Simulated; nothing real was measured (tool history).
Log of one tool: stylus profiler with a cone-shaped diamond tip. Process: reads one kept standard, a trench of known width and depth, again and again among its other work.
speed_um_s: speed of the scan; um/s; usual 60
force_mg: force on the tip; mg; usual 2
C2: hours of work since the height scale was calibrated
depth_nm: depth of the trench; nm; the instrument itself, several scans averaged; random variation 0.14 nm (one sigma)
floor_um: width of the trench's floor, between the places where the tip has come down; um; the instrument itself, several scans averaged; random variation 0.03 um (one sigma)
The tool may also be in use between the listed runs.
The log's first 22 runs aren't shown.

Run 23, day 10.912: usual settings but force_mg 3.73 mg; scans with this tip 2546; C2 258. Result: depth_nm 506.3 nm, floor_um 45.48 um.
Run 24, day 11.233: usual settings but force_mg 3.73 mg; scans with this tip 2580; C2 261. Result: depth_nm 506.21 nm, floor_um 45.52 um.
Run 25, day 11.55: usual settings but speed_um_s 226 um/s, force_mg 2.58 mg; scans with this tip 2615; C2 265. Result: depth_nm 504.82 nm, floor_um 44.95 um.
Run 26, day 11.988: usual settings but speed_um_s 195 um/s, force_mg 5.5 mg; scans with this tip 2662; C2 270. Result: depth_nm 508.3 nm, floor_um 45.19 um.
Run 27, day 12.342: usual settings but speed_um_s 215 um/s, force_mg 0.85 mg; scans with this tip 2700; C2 274. Result: depth_nm 502.53 nm, floor_um 44.48 um.
Run 28, day 12.812: usual settings but speed_um_s 215 um/s, force_mg 0.85 mg; scans with this tip 2752; C2 279. Result: depth_nm 502.49 nm, floor_um 44.49 um.
Run 29, day 13.196: usual settings but speed_um_s 93 um/s; scans with this tip 2793; C2 283. Result: depth_nm 504.18 nm, floor_um 45.29 um.
Run 30, day 13.829: usual settings but speed_um_s 93 um/s; scans with this tip 2862; C2 290. Result: depth_nm 504.06 nm, floor_um 45.34 um.
Run 31, day 14.317: usual settings but speed_um_s 93 um/s; scans with this tip 2915; C2 295. Result: depth_nm 503.84 nm, floor_um 45.29 um.
Run 32, day 14.667: usual settings but speed_um_s 25 um/s, force_mg 5.91 mg; scans with this tip 2952; C2 299. Result: depth_nm 508.77 nm, floor_um 45.6 um.
Run 33, day 15.288: usual settings but speed_um_s 211 um/s; scans with this tip 3020; C2 306. Result: depth_nm 504.33 nm, floor_um 44.9 um.
Run 34, day 15.983: usual settings but speed_um_s 21 um/s, force_mg 3.7 mg; scans with this tip 3095; C2 313. Result: depth_nm 506.24 nm, floor_um 45.56 um.
Run 35, day 16.458: usual settings but speed_um_s 26 um/s, force_mg 1.63 mg; scans with this tip 3147; C2 319. Result: depth_nm 503.6 nm, floor_um 45.49 um.
Run 36, day 16.979: usual settings but speed_um_s 31 um/s; scans with this tip 3203; C2 324. Result: depth_nm 503.9 nm, floor_um 45.55 um.
Run 37, day 17.429: usual settings but speed_um_s 116 um/s, force_mg 5.45 mg; scans with this tip 3252; C2 329. Result: depth_nm 508.05 nm, floor_um 45.37 um.
Run 38, day 17.8: usual settings but speed_um_s 25 um/s, force_mg 4.1 mg; scans with this tip 3292; C2 333. Result: depth_nm 506.59 nm, floor_um 45.61 um.
Run 39, day 18.388: usual settings but speed_um_s 44 um/s, force_mg 1.1 mg; scans with this tip 3355; C2 340. Result: depth_nm 502.67 nm, floor_um 45.44 um.
Run 40, day 18.867: usual settings but speed_um_s 18 um/s, force_mg 0.73 mg; scans with this tip 3407; C2 345. Result: depth_nm 502.17 nm, floor_um 45.52 um.
Run 41, day 19.496: usual settings but speed_um_s 34 um/s, force_mg 0.74 mg; scans with this tip 3475; C2 352. Result: depth_nm 502.08 nm, floor_um 45.46 um.
Run 42, day 19.867: usual settings but speed_um_s 34 um/s, force_mg 0.74 mg; scans with this tip 3515; C2 356. Result: depth_nm 501.93 nm, floor_um 45.41 um.
Run 43, day 20.346: usual settings but speed_um_s 34 um/s, force_mg 0.74 mg; scans with this tip 3568; C2 361. Result: depth_nm 502.34 nm, floor_um 45.45 um.
Run 44, day 20.671: usual settings but speed_um_s 83 um/s, force_mg 2.48 mg; scans with this tip 3603; C2 365. Result: depth_nm 504.56 nm, floor_um 45.38 um.
Run 45, day 21.162: usual settings but speed_um_s 21 um/s, force_mg 4.89 mg; scans with this tip 3656; C2 370. Result: depth_nm 507.52 nm, floor_um 45.62 um.
Run 46, day 21.475: usual settings but speed_um_s 77 um/s, force_mg 1.1 mg; scans with this tip 3690; C2 374. Result: depth_nm 503.03 nm, floor_um 45.23 um.
Run 47, day 21.808: usual settings but speed_um_s 77 um/s, force_mg 1.1 mg; scans with this tip 3726; C2 377. Result: depth_nm 502.73 nm, floor_um 45.26 um.

Forecast each of these 3 alternatives for the next run:
Run A, day 22.438: usual settings but speed_um_s 77 um/s, force_mg 0.86 mg; scans with this tip 3794; C2 384. Result: depth_nm ?, floor_um ?.
Run B, day 22.438: usual settings but speed_um_s 127 um/s, force_mg 3.38 mg; scans with this tip 3794; C2 384. Result: depth_nm ?, floor_um ?.
Run C, day 22.438: usual settings but speed_um_s 77 um/s, force_mg 4.33 mg; scans with this tip 3794; C2 384. Result: depth_nm ?, floor_um ?.

run  depth_nm  floor_um
  A    502.39     45.22
  B    505.97     45.28
  C     506.9     45.41
Without the tool's hidden state the same runs would have given:
run  depth_nm  floor_um
  A    502.39     45.23
  B    505.97     45.29
  C     506.9     45.41
